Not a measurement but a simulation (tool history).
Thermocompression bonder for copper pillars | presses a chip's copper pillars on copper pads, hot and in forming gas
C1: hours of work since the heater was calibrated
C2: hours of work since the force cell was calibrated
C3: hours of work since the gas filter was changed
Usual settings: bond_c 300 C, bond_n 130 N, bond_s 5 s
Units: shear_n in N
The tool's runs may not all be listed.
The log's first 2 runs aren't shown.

Run 3, hour 31.6: usual settings but bond_s 12 s; C1 139; C2 217; C3 24. Result: shear_n 59.4 N.
Run 4, hour 45.2: usual settings but bond_n 83 N; C1 147; C2 225; C3 33. Result: shear_n 27 N.
Run 5, hour 60.2: usual settings but bond_n 83 N; C1 156; C2 234; C3 41. Result: shear_n 27.3 N.
Run 6, hour 68.9: usual settings but bond_n 83 N; C1 161; C2 239; C3 47. Result: shear_n 27.3 N.
Run 7, hour 81: usual settings; C1 168; C2 246; C3 54. Result: shear_n 45.7 N.
Run 8, hour 93.3: usual settings; C1 175; C2 254; C3 61. Result: shear_n 45 N.
Run 9, hour 101.6: usual settings; C1 180; C2 259; C3 66. Result: shear_n 45 N.
Run 10, hour 115.7: usual settings; C1 188; C2 267; C3 74. Result: shear_n 45.3 N.
Run 11, hour 125.3: usual settings; C1 194; C2 273; C3 80. Result: shear_n 45.9 N.
Run 12, hour 144.1: usual settings; C1 205; C2 284; C3 91. Result: shear_n 45.4 N.
Run 13, hour 155.9: usual settings but bond_n 182 N; C1 212; C2 291; C3 98. Result: shear_n 61.3 N.
Run 14, hour 165.7: usual settings but bond_s 3 s; C1 218; C2 297; C3 104. Result: shear_n 37.9 N.
Run 15, hour 178.2: usual settings but bond_n 121 N, bond_s 3 s; C1 226; C2 304; C3 111. Result: shear_n 34.5 N.
Run 16, hour 188: usual settings but bond_n 121 N, bond_s 3 s; C1 231; C2 310; C3 117. Result: shear_n 34.7 N.
Run 17, hour 202.4: usual settings but bond_n 121 N, bond_s 3 s; C1 240; C2 318; C3 126. Result: shear_n 34.8 N.
Run 18, hour 216.7: usual settings but bond_n 121 N, bond_s 3 s; C1 248; C2 327; C3 134. Result: shear_n 34.9 N.
Run 19, hour 227.1: usual settings but bond_n 121 N, bond_s 3 s; C1 255; C2 333; C3 140. Result: shear_n 34.8 N.
At hour 238.4: forming gas filter changed.
Run 20, hour 246.1: usual settings but bond_n 81 N; C1 266; C2 344; C3 5. Result: shear_n 26.4 N.
Run 21, hour 261.4: usual settings but bond_n 81 N; C1 275; C2 353; C3 14. Result: shear_n 26.6 N.
Run 22, hour 275.2: usual settings but bond_n 147 N, bond_s 6 s; C1 283; C2 361; C3 22. Result: shear_n 54 N.
Run 23, hour 288.4: usual settings but bond_c 324 C, bond_n 132 N, bond_s 3 s; C1 291; C2 369; C3 30. Result: shear_n 50.1 N.
Run 24, hour 299.9: usual settings but bond_c 324 C, bond_n 132 N, bond_s 3 s; C1 297; C2 376; C3 36. Result: shear_n 50.1 N.
Run 25, hour 316.6: usual settings but bond_c 313 C, bond_n 115 N, bond_s 4 s; C1 307; C2 386; C3 46. Result: shear_n 43.2 N.
Run 26, hour 326: usual settings but bond_c 313 C, bond_n 111 N, bond_s 9 s; C1 313; C2 392; C3 52. Result: shear_n 54.6 N.
Run 27, hour 344: usual settings but bond_c 310 C, bond_n 111 N, bond_s 3 s; C1 324; C2 402; C3 63. Result: shear_n 36 N.

Forecast run 28:
Run 28, hour 362.2: usual settings but bond_c 272 C, bond_n 167 N, bond_s 7 s; C1 334; C2 413; C3 73. Result: shear_n ?.

Run 28 gave shear_n 46.5 N.
Without the tool's hidden state the same run would have given shear_n 46.4 N.
